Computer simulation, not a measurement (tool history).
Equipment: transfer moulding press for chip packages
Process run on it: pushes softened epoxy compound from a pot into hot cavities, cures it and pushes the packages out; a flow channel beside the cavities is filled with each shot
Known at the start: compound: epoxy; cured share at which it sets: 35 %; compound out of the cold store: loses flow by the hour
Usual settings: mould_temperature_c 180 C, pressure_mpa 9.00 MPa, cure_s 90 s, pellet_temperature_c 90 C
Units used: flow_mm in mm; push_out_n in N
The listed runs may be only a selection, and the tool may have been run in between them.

run     day  mould_temperature_c  pressure_mpa  cure_s  pellet_temperature_c  incoming compound's hours out of the cold store  flow_mm  push_out_n
  1   0.000                  180          9.00      90                    90                                             45.3      522         517
  2   0.304                  180          9.00      90                    90                                             31.4      545         532
      0.429  -- cavities cleaned with cleaning compound and waxed
  3   0.796                  176          9.00      90                    90                                             46.2      538         677
  4   1.192                  180          6.88      90                    90                                             28.2      494         528
  5   1.767                  180          6.88      90                    90                                             15.3      515         553
  6   2.071                  180          6.88      90                    90                                             36.8      478         528
      2.446  -- cavities cleaned with cleaning compound and waxed
  7   2.488                  180          7.53      90                    90                                             37.9      497         510
  8   2.979                  180          7.53      90                    90                                             42.3      489         518
  9   3.621                  180          7.53      90                    90                                              9.5      540         545
 10   3.983                  180          9.00      90                    90                                              8.3      603         557
      4.471  -- cavities cleaned with cleaning compound and waxed
 11   4.521                  180          9.00      90                    90                                             42.0      533         496
 12   5.100                  180          9.00      90                    90                                             14.3      589         551
 13   5.642                  180          9.00      90                    90                                             14.5      579         536
 14   6.262                  180          9.00      90                    90                                             12.1      592         565
      6.504  -- cavities cleaned with cleaning compound and waxed
 15   6.804                  177          9.00      90                    93                                             29.9      563         623
 16   7.288                  177          9.00      90                    98                                             45.1      541         610
 17   7.867                  177          9.00      90                    98                                             45.3      534         609
 18   8.129                  177          9.00      90                    84                                             34.7      562         649
      8.512  -- cavities cleaned with cleaning compound and waxed
 19   8.600                  177          9.00      90                    84                                             23.7      593         644
 20   9.092                  177          7.83      90                    84                                             27.8      533         637
 21   9.567                  177          7.83      90                    84                                             18.5      548         697
 22  10.125                  177          7.83      90                    84                                             41.5      508         629
     10.533  -- cavities cleaned with cleaning compound and waxed
 23  10.588                  177          7.83      90                    84                                             30.6      529         656
 24  11.212                  180          9.00      99                    95                                             22.5      573         450
 25  11.625                  180          9.00      99                    95                                             40.9      537         453
 26  11.946                  180          9.00      70                    99                                              9.2      598         945
     12.542  -- cavities cleaned with cleaning compound and waxed
 27  12.583                  180          6.88      90                    95                                             43.1      466         512
 28  13.129                  186          8.61     125                    85                                             32.7      520         390

Consider 3 possible next runs. They are alternatives, not a sequence: every one starts from the tool as it was left by run 28. What does each give?
  A  13.467                  180          9.00      96                    90                                             40.2        ?           ?
  B  13.467                  186          8.61     100                    93                                             38.5        ?           ?
  C  13.467                  186          8.97      98                    85                                             46.1        ?           ?

run  flow_mm  push_out_n
  A      534         488
  B      512         396
  C      516         381
Had the tool no hidden state, the same runs would have come out as:
run  flow_mm  push_out_n
  A      535         483
  B      513         392
  C      517         377

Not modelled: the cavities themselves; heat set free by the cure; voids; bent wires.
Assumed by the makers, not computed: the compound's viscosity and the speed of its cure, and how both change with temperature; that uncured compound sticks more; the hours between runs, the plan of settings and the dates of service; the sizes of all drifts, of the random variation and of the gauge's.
